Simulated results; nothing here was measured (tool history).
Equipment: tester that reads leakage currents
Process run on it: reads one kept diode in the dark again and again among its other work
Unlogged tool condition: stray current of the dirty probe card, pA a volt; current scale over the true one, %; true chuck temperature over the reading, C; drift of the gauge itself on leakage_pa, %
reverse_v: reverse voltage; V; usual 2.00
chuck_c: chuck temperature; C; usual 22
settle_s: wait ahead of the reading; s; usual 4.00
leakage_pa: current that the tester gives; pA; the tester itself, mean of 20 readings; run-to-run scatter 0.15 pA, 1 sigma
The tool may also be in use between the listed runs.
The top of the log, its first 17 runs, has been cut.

run,hour,reverse_v,chuck_c,settle_s,hours of work since the probe card was cleaned,hours of work since the tester was calibrated,hours of work since the chuck was calibrated,leakage_pa
18,546.1,2.00,22,0.48,711,711,1464,46.28
19,582.4,14.05,22,0.48,738,738,1491,118.39
20,628.7,14.05,55,0.48,772,772,1525,1994.72
21,652.7,1.98,22,1.86,790,790,1543,45.17
22,690.7,1.98,22,1.86,818,818,1571,44.81
23,711.0,1.64,22,1.46,833,833,1586,41.22
24,753.8,1.64,22,1.46,864,864,1617,41.40
25,801.2,1.64,22,1.46,899,899,1652,41.09
26,823.7,2.00,28,4.18,916,916,1669,79.92
27,857.4,2.00,28,4.18,940,940,1693,79.60
28,900.7,2.00,28,4.18,972,972,1725,79.09
29,930.0,4.71,40,0.49,994,994,1747,351.10
30,953.2,2.00,29,4.00,1011,1011,1764,87.44
31,996.7,2.51,29,4.00,1043,1043,1796,96.05
32,1029.0,2.51,29,4.00,1067,1067,1820,96.47
33,1049.2,2.51,29,4.00,1082,1082,1834,95.93
34,1084.2,6.97,44,1.12,1107,1107,1860,581.72
35,1108.0,6.97,44,1.12,1125,1125,1878,581.36
36,1136.3,2.00,22,0.96,1146,1146,1899,44.63
37,1160.5,2.00,22,0.96,1163,1163,1916,44.98
38,1185.3,2.00,22,0.96,1182,1182,1935,44.68

Consider 5 possible next runs. They are alternatives, not a sequence: every one starts from the tool as it was left by run 38. What does each give?
A,1223.0,9.53,38,0.58,1209,1209,1962,?
B,1223.0,3.89,45,0.34,1209,1209,1962,?
C,1223.0,1.72,29,6.09,1209,1209,1962,?
D,1223.0,2.00,36,0.96,1209,1209,1962,?
E,1223.0,4.82,22,2.15,1209,1209,1962,?

run,leakage_pa
A,399.17
B,489.53
C,81.02
D,164.43
E,66.61
With no hidden state in the tool, these same runs would have given:
run,leakage_pa
A,426.33
B,522.47
C,87.04
D,176.20
E,71.27

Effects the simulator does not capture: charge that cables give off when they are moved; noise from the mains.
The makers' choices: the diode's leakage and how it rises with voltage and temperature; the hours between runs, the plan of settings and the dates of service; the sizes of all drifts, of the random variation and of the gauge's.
